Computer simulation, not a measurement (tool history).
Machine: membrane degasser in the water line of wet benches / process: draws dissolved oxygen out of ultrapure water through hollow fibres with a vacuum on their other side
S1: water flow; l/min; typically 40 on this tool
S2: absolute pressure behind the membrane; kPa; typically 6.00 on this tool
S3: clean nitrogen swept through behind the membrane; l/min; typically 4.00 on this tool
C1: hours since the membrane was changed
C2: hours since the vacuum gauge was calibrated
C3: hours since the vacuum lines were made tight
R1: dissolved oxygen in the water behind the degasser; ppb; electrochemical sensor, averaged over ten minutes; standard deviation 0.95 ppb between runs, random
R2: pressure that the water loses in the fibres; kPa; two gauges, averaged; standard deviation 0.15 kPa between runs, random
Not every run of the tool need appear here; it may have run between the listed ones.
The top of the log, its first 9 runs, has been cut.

run	hour	S1	S2	S3	C1	C2	C3	R1	R2
10	2294.3	32	6.00	4.29	1369	5866	1084	66.7	24.96
11	2617.0	40	7.15	4.00	1692	6189	1407	121.2	31.15
12	2789.1	40	7.15	4.00	1864	6361	1579	123.0	31.30
13	2958.3	40	7.15	4.00	2033	6530	1748	123.9	31.18
14	3156.1	40	7.15	9.15	2231	6728	1946	71.3	31.69
15	3301.7	40	7.15	1.92	2376	6873	2091	216.0	31.67
16	3451.8	40	7.15	1.92	2527	7023	2241	216.9	31.60
# hour 3714.9: vacuum gauge calibrated
17	3736.7	40	7.15	1.92	2811	22	2526	208.7	31.48
18	3973.7	56	6.00	4.00	3048	259	2763	156.9	44.37
19	4133.8	56	6.00	4.00	3208	419	2923	153.9	44.29
20	4451.4	44	6.00	3.06	3526	737	3241	128.7	34.91
21	4730.5	40	6.00	2.82	3805	1016	3520	122.3	31.90
22	5073.2	40	6.00	2.82	4147	1358	3862	122.3	31.74
23	5265.1	56	6.00	2.68	4339	1550	4054	196.4	44.20
24	5520.3	31	8.22	8.04	4595	1805	4309	63.2	24.61
25	5794.1	24	8.22	1.87	4868	2079	4583	157.5	19.13
26	6125.4	43	6.00	6.06	5200	2411	4915	84.7	34.46
27	6436.5	43	6.00	6.06	5511	2722	5226	85.0	33.96
28	6771.6	40	4.74	3.62	5846	3057	5561	73.1	32.16
29	6983.9	27	4.56	3.62	6058	3269	5773	35.6	21.74
30	7173.6	27	9.34	5.96	6248	3459	5963	79.5	21.61
31	7372.0	37	5.30	2.38	6446	3657	6161	101.6	29.58

5 ways to go on from here, each from the tool as it stands after run 31. What would each give?
A	7525.6	47	6.83	5.56	6600	3811	6315	?	?
B	7525.6	37	13.94	2.38	6600	3811	6315	?	?
C	7525.6	49	14.77	2.55	6600	3811	6315	?	?
D	7525.6	39	6.00	4.15	6600	3811	6315	?	?
E	7525.6	48	5.30	2.33	6600	3811	6315	?	?

run	R1	R2
A	122.2	37.94
B	391.3	29.96
C	531.2	39.39
D	94.3	31.06
E	152.7	38.62
Without the tool's unlogged condition, the same runs would have read:
run	R1	R2
A	111.1	36.65
B	379.0	28.95
C	515.1	38.04
D	85.5	30.00
E	138.0	37.30
